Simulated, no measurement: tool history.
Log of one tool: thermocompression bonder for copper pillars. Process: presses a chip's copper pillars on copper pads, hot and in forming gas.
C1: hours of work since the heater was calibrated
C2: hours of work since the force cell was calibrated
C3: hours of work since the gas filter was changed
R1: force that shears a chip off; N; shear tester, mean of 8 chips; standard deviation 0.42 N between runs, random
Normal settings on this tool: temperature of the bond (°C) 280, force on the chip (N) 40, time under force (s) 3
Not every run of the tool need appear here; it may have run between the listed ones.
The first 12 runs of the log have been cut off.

-- hour=546.8 forming gas filter changed
run 13 hour=560.9 | temperature_of_the_bond_(°C)=270 force_on_the_chip_(N)=40 time_under_force_(s)=3 | C1=480 C2=883 C3=7 | R1=65.6
run 14 hour=602.0 | temperature_of_the_bond_(°C)=280 force_on_the_chip_(N)=40 time_under_force_(s)=3 | C1=501 C2=904 C3=28 | R1=73.5
run 15 hour=627.1 | temperature_of_the_bond_(°C)=280 force_on_the_chip_(N)=40 time_under_force_(s)=6 | C1=514 C2=917 C3=41 | R1=93.0
run 16 hour=677.9 | temperature_of_the_bond_(°C)=280 force_on_the_chip_(N)=40 time_under_force_(s)=6 | C1=540 C2=943 C3=67 | R1=91.3
run 17 hour=722.9 | temperature_of_the_bond_(°C)=280 force_on_the_chip_(N)=40 time_under_force_(s)=6 | C1=562 C2=966 C3=90 | R1=90.7
-- hour=764.3 forming gas filter changed
run 18 hour=773.2 | temperature_of_the_bond_(°C)=280 force_on_the_chip_(N)=30 time_under_force_(s)=2 | C1=588 C2=991 C3=5 | R1=54.4
run 19 hour=815.3 | temperature_of_the_bond_(°C)=289 force_on_the_chip_(N)=53 time_under_force_(s)=8 | C1=609 C2=1012 C3=26 | R1=119.9
run 20 hour=852.9 | temperature_of_the_bond_(°C)=303 force_on_the_chip_(N)=53 time_under_force_(s)=4 | C1=628 C2=1032 C3=45 | R1=111.1
run 21 hour=879.5 | temperature_of_the_bond_(°C)=276 force_on_the_chip_(N)=47 time_under_force_(s)=4 | C1=642 C2=1045 C3=59 | R1=82.3
run 22 hour=924.4 | temperature_of_the_bond_(°C)=308 force_on_the_chip_(N)=33 time_under_force_(s)=4 | C1=665 C2=1068 C3=81 | R1=97.0
run 23 hour=970.6 | temperature_of_the_bond_(°C)=308 force_on_the_chip_(N)=33 time_under_force_(s)=4 | C1=688 C2=1091 C3=105 | R1=94.5
-- hour=980.6 forming gas filter changed
run 24 hour=1010.6 | temperature_of_the_bond_(°C)=289 force_on_the_chip_(N)=54 time_under_force_(s)=6 | C1=708 C2=1111 C3=15 | R1=112.2
run 25 hour=1054.9 | temperature_of_the_bond_(°C)=307 force_on_the_chip_(N)=52 time_under_force_(s)=3 | C1=731 C2=1134 C3=38 | R1=105.5
run 26 hour=1097.4 | temperature_of_the_bond_(°C)=296 force_on_the_chip_(N)=44 time_under_force_(s)=2 | C1=752 C2=1156 C3=59 | R1=78.1
run 27 hour=1130.0 | temperature_of_the_bond_(°C)=265 force_on_the_chip_(N)=40 time_under_force_(s)=2 | C1=769 C2=1172 C3=76 | R1=50.3
run 28 hour=1184.2 | temperature_of_the_bond_(°C)=265 force_on_the_chip_(N)=54 time_under_force_(s)=2 | C1=796 C2=1200 C3=104 | R1=58.9
-- hour=1196.0 forming gas filter changed
run 29 hour=1226.8 | temperature_of_the_bond_(°C)=265 force_on_the_chip_(N)=54 time_under_force_(s)=2 | C1=818 C2=1221 C3=16 | R1=60.6
run 30 hour=1270.8 | temperature_of_the_bond_(°C)=280 force_on_the_chip_(N)=40 time_under_force_(s)=2 | C1=840 C2=1243 C3=38 | R1=62.5
-- hour=1315.3 force cell calibrated
run 31 hour=1324.6 | temperature_of_the_bond_(°C)=260 force_on_the_chip_(N)=59 time_under_force_(s)=2 | C1=867 C2=5 C3=65 | R1=56.6
run 32 hour=1370.0 | temperature_of_the_bond_(°C)=308 force_on_the_chip_(N)=40 time_under_force_(s)=3 | C1=890 C2=28 C3=88 | R1=93.0
-- hour=1412.3 forming gas filter changed
run 33 hour=1418.5 | temperature_of_the_bond_(°C)=308 force_on_the_chip_(N)=40 time_under_force_(s)=3 | C1=914 C2=52 C3=3 | R1=96.9

Consider 5 possible next runs. They are alternatives, not a sequence: every one starts from the tool as it was left by run 33. What does each give?
run A hour=1478.0 | temperature_of_the_bond_(°C)=290 force_on_the_chip_(N)=40 time_under_force_(s)=2 | C1=945 C2=82 C3=33 | R1=?
run B hour=1478.0 | temperature_of_the_bond_(°C)=308 force_on_the_chip_(N)=25 time_under_force_(s)=3 | C1=945 C2=82 C3=33 | R1=?
run C hour=1478.0 | temperature_of_the_bond_(°C)=276 force_on_the_chip_(N)=30 time_under_force_(s)=4 | C1=945 C2=82 C3=33 | R1=?
run D hour=1478.0 | temperature_of_the_bond_(°C)=280 force_on_the_chip_(N)=39 time_under_force_(s)=2 | C1=945 C2=82 C3=33 | R1=?
run E hour=1478.0 | temperature_of_the_bond_(°C)=272 force_on_the_chip_(N)=27 time_under_force_(s)=2 | C1=945 C2=82 C3=33 | R1=?

run=A R1=68.7
run=B R1=76.7
run=C R1=65.2
run=D R1=59.4
run=E R1=44.4
Without the tool's unlogged condition, the same runs would have read:
run=A R1=71.9
run=B R1=80.0
run=C R1=68.5
run=D R1=62.4
run=E R1=46.8
